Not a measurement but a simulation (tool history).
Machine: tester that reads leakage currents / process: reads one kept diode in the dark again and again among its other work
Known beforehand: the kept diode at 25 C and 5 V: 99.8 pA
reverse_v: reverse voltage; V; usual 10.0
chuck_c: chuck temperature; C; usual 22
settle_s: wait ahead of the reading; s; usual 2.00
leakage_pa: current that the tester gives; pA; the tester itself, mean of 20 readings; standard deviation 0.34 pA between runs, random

run 1 hour=0.0 | reverse_v=10.0 chuck_c=22 settle_s=2.00 | leakage_pa=121.74
run 2 hour=43.3 | reverse_v=10.0 chuck_c=22 settle_s=2.00 | leakage_pa=122.40
run 3 hour=121.4 | reverse_v=10.0 chuck_c=22 settle_s=2.00 | leakage_pa=122.87
run 4 hour=177.8 | reverse_v=10.0 chuck_c=42 settle_s=2.00 | leakage_pa=653.24
run 5 hour=228.5 | reverse_v=10.0 chuck_c=42 settle_s=2.00 | leakage_pa=652.06
run 6 hour=308.0 | reverse_v=10.0 chuck_c=42 settle_s=2.00 | leakage_pa=654.62
run 7 hour=355.1 | reverse_v=1.9 chuck_c=42 settle_s=2.00 | leakage_pa=279.13
run 8 hour=432.3 | reverse_v=4.4 chuck_c=33 settle_s=1.31 | leakage_pa=210.71
-- hour=441.3 chuck's temperature calibrated
run 9 hour=474.7 | reverse_v=4.4 chuck_c=58 settle_s=1.31 | leakage_pa=1454.53
run 10 hour=548.6 | reverse_v=10.0 chuck_c=43 settle_s=2.00 | leakage_pa=737.56
run 11 hour=617.4 | reverse_v=10.0 chuck_c=43 settle_s=2.00 | leakage_pa=739.35
run 12 hour=679.5 | reverse_v=10.0 chuck_c=47 settle_s=2.00 | leakage_pa=1007.02
run 13 hour=718.4 | reverse_v=17.9 chuck_c=39 settle_s=0.59 | leakage_pa=743.17

Subtracting, for every run, the result it would have given without the tool's unlogged condition from the measured result gives the following. The same run-to-run variation enters both numbers; the gauge's scatter may not:
Unlogged tool condition in this case: stray current of the dirty probe card, pA a volt; current scale over the true one, %; true chuck temperature over the reading, C; drift of the gauge itself on leakage_pa, %.
run=1 leakage_pa=+10.93
run=2 leakage_pa=+11.45
run=3 leakage_pa=+12.34
run=4 leakage_pa=+57.74
run=5 leakage_pa=+59.32
run=6 leakage_pa=+62.15
run=7 leakage_pa=+26.83
run=8 leakage_pa=+22.80
run=9 leakage_pa=+164.02
run=10 leakage_pa=+95.29
run=11 leakage_pa=+98.02
run=12 leakage_pa=+132.22
run=13 leakage_pa=+106.00
